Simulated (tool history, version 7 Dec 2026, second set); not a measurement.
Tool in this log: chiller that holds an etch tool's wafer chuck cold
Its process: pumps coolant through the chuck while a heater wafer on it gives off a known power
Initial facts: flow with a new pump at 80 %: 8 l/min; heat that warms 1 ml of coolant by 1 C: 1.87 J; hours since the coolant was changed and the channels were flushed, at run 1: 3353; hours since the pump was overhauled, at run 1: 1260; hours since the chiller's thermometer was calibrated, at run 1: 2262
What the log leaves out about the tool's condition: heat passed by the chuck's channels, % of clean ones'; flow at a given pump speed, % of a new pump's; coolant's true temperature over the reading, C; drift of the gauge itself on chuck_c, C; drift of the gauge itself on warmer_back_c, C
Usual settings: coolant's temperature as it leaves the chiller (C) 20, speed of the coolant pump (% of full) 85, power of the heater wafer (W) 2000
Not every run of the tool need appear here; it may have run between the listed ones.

run,day,coolant's temperature as it leaves the chiller (C),speed of the coolant pump (% of full),power of the heater wafer (W),hours since the coolant was changed and the channels were flushed,hours since the pump was overhauled,hours since the chiller's thermometer was calibrated,chuck's temperature once it has settled (K),how much warmer the coolant comes back (C)
1,0,20,85,2000,3353,1260,2262,308.25,7.53
2,0.683,20,85,1077,3370,1276,2279,301.15,4.07
3,1.458,20,85,1077,3388,1295,2297,301.15,4.02
4,2.488,20,85,1077,3413,1320,2322,301.25,4.03
5,3.842,20,85,1077,3446,1352,2354,301.25,4.1
6,5.054,20,85,1077,3475,1381,2384,301.25,4.06
7,6.321,20,85,1077,3505,1412,2414,301.35,4.08
8,7.617,20,85,1077,3536,1443,2445,301.35,4.09
9,8.733,20,85,2000,3563,1470,2472,308.35,7.56
10,9.996,20,85,2000,3593,1500,2502,308.15,7.54
11,10.6,20,85,2000,3608,1514,2517,308.25,7.55
12,11.483,20,85,2000,3629,1536,2538,308.15,7.52
13,12.65,20,85,2000,3657,1564,2566,308.25,7.53
14,13.746,20,85,2000,3683,1590,2592,308.25,7.54
15,14.812,20,88,2000,3709,1616,2618,307.85,7.28
16,15.579,20,88,2000,3727,1634,2636,307.65,7.31
17,16.175,18,95,2000,3742,1648,2650,305.05,6.78
18,17.483,25,68,2000,3773,1680,2682,316.25,9.51
19,18.512,22,68,2000,3798,1704,2707,313.15,9.57
20,19.125,22,68,2000,3812,1719,2721,313.05,9.54
21,20.396,18,85,1249,3843,1750,2752,300.55,4.66
22,21.683,18,78,2910,3874,1780,2783,314.55,12.04
23,22.3,10,77,1041,3889,1795,2797,291.65,4.35
24,23.071,18,85,2000,3907,1814,2816,306.25,7.58
25,24.238,18,85,2000,3935,1842,2844,306.05,7.53
26,24.838,22,79,1969,3950,1856,2858,310.75,8.08
27,26.054,22,79,1969,3979,1885,2888,310.95,7.97
28,26.733,10,97,1583,3995,1902,2904,293.85,5.12
29,27.829,10,97,1583,4021,1928,2930,293.75,5.18
30,28.892,15,96,2982,4047,1953,2956,308.25,9.85
31,30.121,15,96,2982,4076,1983,2985,308.65,9.89
32,31.071,15,96,2982,4099,2006,3008,308.35,9.99

Consider 3 possible next runs. They are alternatives, not a sequence: every one starts from the tool as it was left by run 32. What does each give?
A,32.033,18,85,2028,4122,2029,3031,?,?
B,32.033,20,85,1346,4122,2029,3031,?,?
C,32.033,18,85,2000,4122,2029,3031,?,?

run,chuck's temperature once it has settled (K),how much warmer the coolant comes back (C)
A,306.45,7.66
B,303.25,5.1
C,306.25,7.54
Had the tool no hidden state, the same runs would have come out as:
run,chuck's temperature once it has settled (K),how much warmer the coolant comes back (C)
A,306.45,7.65
B,303.25,5.09
C,306.15,7.54
